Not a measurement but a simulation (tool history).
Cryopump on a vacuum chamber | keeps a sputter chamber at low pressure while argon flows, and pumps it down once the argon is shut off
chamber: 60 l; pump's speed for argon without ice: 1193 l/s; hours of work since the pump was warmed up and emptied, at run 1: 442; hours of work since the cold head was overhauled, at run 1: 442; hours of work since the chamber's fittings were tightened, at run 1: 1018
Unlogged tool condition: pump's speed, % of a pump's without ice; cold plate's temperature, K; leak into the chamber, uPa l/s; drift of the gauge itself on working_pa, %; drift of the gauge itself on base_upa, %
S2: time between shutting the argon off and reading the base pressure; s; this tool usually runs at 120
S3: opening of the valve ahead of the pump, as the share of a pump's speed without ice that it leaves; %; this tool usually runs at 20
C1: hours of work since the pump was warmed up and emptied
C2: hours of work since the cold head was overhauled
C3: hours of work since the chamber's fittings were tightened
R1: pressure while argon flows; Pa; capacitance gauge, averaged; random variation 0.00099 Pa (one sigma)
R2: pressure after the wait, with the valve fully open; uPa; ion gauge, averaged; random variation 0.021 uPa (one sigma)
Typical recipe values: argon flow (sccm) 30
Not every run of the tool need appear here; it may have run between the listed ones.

{"run": 1, "hour": 0.0, "argon flow (sccm)": 30, "S2": 120, "S3": 20, "C1": 442, "C2": 442, "C3": 1018, "R1": 0.2218, "R2": 1.09}
{"run": 2, "hour": 31.2, "argon flow (sccm)": 30, "S2": 120, "S3": 20, "C1": 457, "C2": 457, "C3": 1033, "R1": 0.2234, "R2": 1.1}
{"run": 3, "hour": 59.5, "argon flow (sccm)": 30, "S2": 120, "S3": 20, "C1": 471, "C2": 471, "C3": 1046, "R1": 0.2204, "R2": 1.05}
{"run": 4, "hour": 80.2, "argon flow (sccm)": 30, "S2": 120, "S3": 20, "C1": 481, "C2": 481, "C3": 1056, "R1": 0.2228, "R2": 1.07}
{"run": 5, "hour": 112.1, "argon flow (sccm)": 48, "S2": 120, "S3": 20, "C1": 496, "C2": 496, "C3": 1072, "R1": 0.3566, "R2": 1.13}
{"run": 6, "hour": 136.6, "argon flow (sccm)": 49, "S2": 120, "S3": 20, "C1": 508, "C2": 508, "C3": 1084, "R1": 0.3625, "R2": 1.14}
{"run": 7, "hour": 155.4, "argon flow (sccm)": 30, "S2": 120, "S3": 20, "C1": 517, "C2": 517, "C3": 1093, "R1": 0.2234, "R2": 1.15}
{"run": 8, "hour": 178.5, "argon flow (sccm)": 30, "S2": 120, "S3": 20, "C1": 529, "C2": 529, "C3": 1104, "R1": 0.2232, "R2": 1.15}
{"run": 9, "hour": 210.5, "argon flow (sccm)": 30, "S2": 120, "S3": 20, "C1": 544, "C2": 544, "C3": 1120, "R1": 0.2224, "R2": 1.17}
{"run": 10, "hour": 234.6, "argon flow (sccm)": 30, "S2": 50, "S3": 20, "C1": 556, "C2": 556, "C3": 1131, "R1": 0.2236, "R2": 1.48}
{"run": 11, "hour": 250.9, "argon flow (sccm)": 30, "S2": 50, "S3": 20, "C1": 564, "C2": 564, "C3": 1139, "R1": 0.2252, "R2": 1.53}
{"run": 12, "hour": 277.3, "argon flow (sccm)": 30, "S2": 120, "S3": 20, "C1": 576, "C2": 576, "C3": 1152, "R1": 0.2239, "R2": 1.19}
{"run": 13, "hour": 301.9, "argon flow (sccm)": 30, "S2": 120, "S3": 20, "C1": 588, "C2": 588, "C3": 1164, "R1": 0.2241, "R2": 1.17}
{"run": 14, "hour": 323.4, "argon flow (sccm)": 30, "S2": 120, "S3": 49, "C1": 599, "C2": 599, "C3": 1174, "R1": 0.0992, "R2": 1.17}
{"run": 15, "hour": 347.7, "argon flow (sccm)": 30, "S2": 120, "S3": 49, "C1": 611, "C2": 611, "C3": 1186, "R1": 0.1006, "R2": 1.23}
{"run": 16, "hour": 361.5, "argon flow (sccm)": 30, "S2": 120, "S3": 32, "C1": 617, "C2": 617, "C3": 1193, "R1": 0.1454, "R2": 1.24}
{"run": 17, "hour": 390.1, "argon flow (sccm)": 30, "S2": 120, "S3": 32, "C1": 631, "C2": 631, "C3": 1207, "R1": 0.1451, "R2": 1.21}
{"run": 18, "hour": 410.9, "argon flow (sccm)": 30, "S2": 120, "S3": 20, "C1": 641, "C2": 641, "C3": 1217, "R1": 0.2264, "R2": 1.2}
{"run": 19, "hour": 437.1, "argon flow (sccm)": 19, "S2": 26, "S3": 20, "C1": 654, "C2": 654, "C3": 1229, "R1": 0.1436, "R2": 2.11}
{"run": 20, "hour": 461.0, "argon flow (sccm)": 52, "S2": 26, "S3": 47, "C1": 665, "C2": 665, "C3": 1241, "R1": 0.1794, "R2": 2.15}
{"run": 21, "hour": 482.4, "argon flow (sccm)": 26, "S2": 120, "S3": 20, "C1": 676, "C2": 676, "C3": 1251, "R1": 0.1957, "R2": 1.27}
{"run": 22, "hour": 506.3, "argon flow (sccm)": 25, "S2": 284, "S3": 25, "C1": 687, "C2": 687, "C3": 1263, "R1": 0.1546, "R2": 1.17}
{"run": 23, "hour": 522.9, "argon flow (sccm)": 25, "S2": 284, "S3": 25, "C1": 695, "C2": 695, "C3": 1271, "R1": 0.1539, "R2": 1.22}

Run 24 is up next; what results do you expect?
{"run": 24, "hour": 539.4, "argon flow (sccm)": 30, "S2": 120, "S3": 41, "C1": 703, "C2": 703, "C3": 1279, "R1": "?", "R2": "?"}

R1: 0.1184 Pa
R2: 1.30 uPa
The same run, on a tool lacking any hidden state, would have yielded R1 0.1032 Pa, R2 0.49 uPa.

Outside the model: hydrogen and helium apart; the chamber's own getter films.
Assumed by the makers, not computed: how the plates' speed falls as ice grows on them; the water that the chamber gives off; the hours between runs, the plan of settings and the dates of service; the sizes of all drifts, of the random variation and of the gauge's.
